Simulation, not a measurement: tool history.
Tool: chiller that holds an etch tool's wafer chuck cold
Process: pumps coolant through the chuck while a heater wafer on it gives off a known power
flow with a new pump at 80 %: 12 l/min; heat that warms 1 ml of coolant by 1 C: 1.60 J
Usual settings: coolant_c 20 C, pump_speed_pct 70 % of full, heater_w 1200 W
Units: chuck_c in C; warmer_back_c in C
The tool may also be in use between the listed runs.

run    hour  coolant_c  pump_speed_pct  heater_w  chuck_c  warmer_back_c
  1     0.0         20              70      1200     29.5           4.44
  2    87.6         20              70      1200     29.7           4.42
  3   140.1         20              70      1200     29.4           4.46
  4   217.3         15              70      1200     24.5           4.43
  5   289.6         15              70      1200     24.6           4.44
  6   361.4         15              70      1200     24.6           4.42
  7   432.5         15              70      1619     27.9           5.99
  8   504.4         20              70      1200     29.6           4.47
  9   591.3         20              70      1200     29.5           4.46
 10   657.9         20              67      1200     30.1           4.67
 11   706.0         20              67      1200     30.1           4.77
 12   761.7         20              76      1200     29.0           4.10
 13   803.7         18              89      1072     24.7           3.03
 14   882.6         12              74      1200     21.3           4.20
 15   968.8         12              74      1200     21.1           4.21
 16  1012.1         12              74      1200     21.2           4.22
 17  1057.1         24              69      1123     33.1           4.26
 18  1127.6         24              69      1123     33.2           4.28
 19  1170.5         24              81      1123     31.9           3.57
 20  1220.8         20              69       830     26.7           3.15
 21  1302.6         17              70       782     23.3           2.98
 22  1342.4         20              72       742     25.9           2.70
 23  1398.7         16              91      1662     26.4           4.76

Some steps in chuck_c between neighbouring runs. How much of each would the tool show without its hidden state too (settings, what came in, random variation), and how much is left for the hidden state, with any gauge scatter that isn't in both results?
The hidden state here: heat passed by the chuck's channels, % of clean ones'; flow at a given pump speed, % of a new pump's; coolant's true temperature over the reading, C; drift of the gauge itself on chuck_c, C; drift of the gauge itself on warmer_back_c, C.
Run 6 -> 7: heater_w 1200 -> 1619. chuck_c +3.3 C: hidden state +0.4, all else +2.9.
Run 16 -> 17: coolant_c 12 -> 24, pump_speed_pct 74 -> 69, heater_w 1200 -> 1123. chuck_c +11.9 C: hidden state +0.1, all else +11.8.
Run 19 -> 20: coolant_c 24 -> 20, pump_speed_pct 81 -> 69, heater_w 1123 -> 830. chuck_c -5.2 C: hidden state -0.2, all else -5.0.
Run 22 -> 23: coolant_c 20 -> 16, pump_speed_pct 72 -> 91, heater_w 742 -> 1662. chuck_c +0.5 C: hidden state +0.6, all else -0.1.
